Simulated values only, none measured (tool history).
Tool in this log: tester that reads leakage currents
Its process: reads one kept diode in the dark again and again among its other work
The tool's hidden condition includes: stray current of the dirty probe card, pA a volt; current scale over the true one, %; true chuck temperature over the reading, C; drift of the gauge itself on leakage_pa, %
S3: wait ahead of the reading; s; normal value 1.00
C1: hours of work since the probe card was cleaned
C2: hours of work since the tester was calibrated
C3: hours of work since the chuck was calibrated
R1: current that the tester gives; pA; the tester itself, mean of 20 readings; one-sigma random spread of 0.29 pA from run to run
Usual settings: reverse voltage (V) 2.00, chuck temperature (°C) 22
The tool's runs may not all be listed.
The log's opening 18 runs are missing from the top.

run 19 hour=1691.6 | reverse_voltage_(V)=2.00 chuck_temperature_(°C)=22 S3=1.00 | C1=1180 C2=3810 C3=1646 | R1=90.75
run 20 hour=1792.8 | reverse_voltage_(V)=2.00 chuck_temperature_(°C)=22 S3=1.00 | C1=1259 C2=3889 C3=1726 | R1=90.87
run 21 hour=1866.4 | reverse_voltage_(V)=1.54 chuck_temperature_(°C)=57 S3=2.06 | C1=1317 C2=3947 C3=1784 | R1=1398.55
run 22 hour=1935.6 | reverse_voltage_(V)=2.00 chuck_temperature_(°C)=42 S3=0.83 | C1=1372 C2=4002 C3=1838 | R1=503.12
run 23 hour=2048.9 | reverse_voltage_(V)=2.00 chuck_temperature_(°C)=29 S3=0.75 | C1=1461 C2=4091 C3=1927 | R1=167.89
run 24 hour=2105.0 | reverse_voltage_(V)=6.77 chuck_temperature_(°C)=22 S3=0.75 | C1=1505 C2=4135 C3=1971 | R1=162.40
run 25 hour=2185.7 | reverse_voltage_(V)=6.77 chuck_temperature_(°C)=22 S3=0.75 | C1=1568 C2=4198 C3=2034 | R1=163.02
run 26 hour=2261.5 | reverse_voltage_(V)=2.00 chuck_temperature_(°C)=43 S3=1.93 | C1=1628 C2=4258 C3=2094 | R1=539.62
run 27 hour=2315.0 | reverse_voltage_(V)=2.00 chuck_temperature_(°C)=43 S3=1.93 | C1=1670 C2=4300 C3=2136 | R1=541.79
run 28 hour=2375.8 | reverse_voltage_(V)=8.96 chuck_temperature_(°C)=22 S3=0.33 | C1=1718 C2=4348 C3=2184 | R1=188.95
run 29 hour=2453.1 | reverse_voltage_(V)=2.25 chuck_temperature_(°C)=22 S3=0.50 | C1=1778 C2=4408 C3=2245 | R1=95.29
-- hour=2523.7 chuck's temperature calibrated
run 30 hour=2526.3 | reverse_voltage_(V)=2.25 chuck_temperature_(°C)=22 S3=0.50 | C1=1834 C2=4464 C3=2 | R1=100.38
run 31 hour=2640.0 | reverse_voltage_(V)=2.00 chuck_temperature_(°C)=22 S3=1.14 | C1=1924 C2=4554 C3=91 | R1=94.47
run 32 hour=2748.8 | reverse_voltage_(V)=15.42 chuck_temperature_(°C)=22 S3=2.94 | C1=2009 C2=4639 C3=177 | R1=253.76
run 33 hour=2802.5 | reverse_voltage_(V)=7.44 chuck_temperature_(°C)=22 S3=2.94 | C1=2051 C2=4681 C3=219 | R1=177.10
run 34 hour=2925.6 | reverse_voltage_(V)=2.08 chuck_temperature_(°C)=59 S3=1.00 | C1=2148 C2=4778 C3=316 | R1=1895.51
-- hour=3014.1 tester calibrated
run 35 hour=3048.1 | reverse_voltage_(V)=2.08 chuck_temperature_(°C)=42 S3=0.80 | C1=2243 C2=27 C3=411 | R1=519.07
run 36 hour=3141.3 | reverse_voltage_(V)=1.84 chuck_temperature_(°C)=38 S3=0.80 | C1=2316 C2=100 C3=484 | R1=353.81
run 37 hour=3251.7 | reverse_voltage_(V)=2.44 chuck_temperature_(°C)=36 S3=0.37 | C1=2403 C2=187 C3=571 | R1=340.46
run 38 hour=3328.0 | reverse_voltage_(V)=2.00 chuck_temperature_(°C)=22 S3=0.54 | C1=2463 C2=247 C3=631 | R1=92.61
run 39 hour=3387.4 | reverse_voltage_(V)=2.87 chuck_temperature_(°C)=34 S3=4.22 | C1=2510 C2=293 C3=677 | R1=308.73

Below are 4 alternative next runs, each starting from the tool's condition after run 39. Predict each:
run A hour=3443.8 | reverse_voltage_(V)=2.87 chuck_temperature_(°C)=37 S3=1.05 | C1=2554 C2=338 C3=722 | R1=?
run B hour=3443.8 | reverse_voltage_(V)=1.23 chuck_temperature_(°C)=34 S3=4.66 | C1=2554 C2=338 C3=722 | R1=?
run C hour=3443.8 | reverse_voltage_(V)=3.38 chuck_temperature_(°C)=36 S3=2.67 | C1=2554 C2=338 C3=722 | R1=?
run D hour=3443.8 | reverse_voltage_(V)=2.00 chuck_temperature_(°C)=24 S3=0.42 | C1=2554 C2=338 C3=722 | R1=?

run=A R1=398.78
run=B R1=206.44
run=C R1=394.28
run=D R1=110.05
What these runs would have given with no unlogged condition in the tool:
run=A R1=410.41
run=B R1=212.82
run=C R1=405.47
run=D R1=112.62

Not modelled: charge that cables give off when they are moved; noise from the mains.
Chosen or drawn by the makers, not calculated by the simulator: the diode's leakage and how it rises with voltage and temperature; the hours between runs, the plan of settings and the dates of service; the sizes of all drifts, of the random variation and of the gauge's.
